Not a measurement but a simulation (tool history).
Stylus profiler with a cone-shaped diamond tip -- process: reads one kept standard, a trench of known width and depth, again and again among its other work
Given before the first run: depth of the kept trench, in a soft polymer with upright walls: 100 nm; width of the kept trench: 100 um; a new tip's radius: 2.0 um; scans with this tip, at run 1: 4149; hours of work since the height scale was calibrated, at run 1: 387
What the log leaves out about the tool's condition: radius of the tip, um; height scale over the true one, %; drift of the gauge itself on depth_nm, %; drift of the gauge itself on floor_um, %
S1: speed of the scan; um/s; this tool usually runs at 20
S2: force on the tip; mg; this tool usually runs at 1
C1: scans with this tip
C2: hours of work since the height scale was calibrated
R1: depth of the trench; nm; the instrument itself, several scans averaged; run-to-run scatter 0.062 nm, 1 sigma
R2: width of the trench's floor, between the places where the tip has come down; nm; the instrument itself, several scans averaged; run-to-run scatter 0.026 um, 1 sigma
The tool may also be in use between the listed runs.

run,day,S1,S2,C1,C2,R1,R2
1,0,20,1,4149,387,100.78,98670
2,3.558,8,1,4807,448,100.7,98760
3,7.446,20,1,5526,516,100.73,98670
4,10.842,20,1,6154,574,100.69,98680
5,12.725,20,1,6502,607,100.62,98760
6,15.242,20,1,6968,650,100.6,98730
7,17.783,20,1,7439,694,100.72,98690
8,21.671,20,1,8158,761,100.78,98650
9,23.983,57,1,8585,801,100.71,98580
10,26.267,57,1,9007,840,100.66,98600
11,28.492,57,1,9419,879,100.69,98600
12,30.554,20,1,9801,914,100.69,98700
13,32.804,20,1,10217,953,100.77,98700
14,35.383,20,1,10693,998,100.77,98730
15,38.896,20,1,11343,1058,100.71,98680
16,41.571,29,1,11838,1104,100.75,98720
17,43.308,29,1,12160,1134,100.7,98650
18,45.504,29,1,12566,1172,100.64,98640
19,47.508,29,1,12936,1207,100.79,98670
20,49.867,70,0.98,13373,1248,100.74,98560
21,53.529,59,0.99,14050,1311,100.75,98630
22,56.808,29,1.08,14656,1367,100.68,98600
23,58.608,5,1,14989,1398,100.76,98730
24,62.142,51,0.55,15643,1459,100.43,98550
25,65.046,51,0.55,16180,1509,100.39,98550
26,67.396,37,2.81,16614,1550,101.45,98670
27,70.879,15,0.77,17259,1610,100.58,98700
28,74.562,8,0.47,17940,1674,100.41,98710
29,77.721,8,0.47,18525,1728,100.41,98760
30,80.721,18,2.15,19079,1780,101.08,98730
31,82.304,11,0.4,19372,1807,100.39,98700
32,85.35,11,0.4,19936,1860,100.47,98720
33,88.329,11,0.4,20486,1911,100.35,98720
34,90.917,11,0.4,20965,1956,100.38,98720
35,92.904,11,0.4,21333,1990,100.39,98710

4 options for the next run, each taken on its own from the tool as it stands now. Forecast them:
# day 93.146: height scale calibrated on a step standard
A,96.579,11,2.14,22008,59,?,?
# day 93.146: height scale calibrated on a step standard
B,96.579,37,2.22,22008,59,?,?
# day 93.146: height scale calibrated on a step standard
C,96.579,7,0.86,22008,59,?,?
# day 93.146: height scale calibrated on a step standard
D,96.579,6,0.4,22008,59,?,?

run,R1,R2
A,101.22,98740
B,101.26,98710
C,100.66,98690
D,100.29,98700
With no hidden state in the tool, these same runs would have given:
run,R1,R2
A,101.22,98760
B,101.26,98720
C,100.66,98700
D,100.29,98720
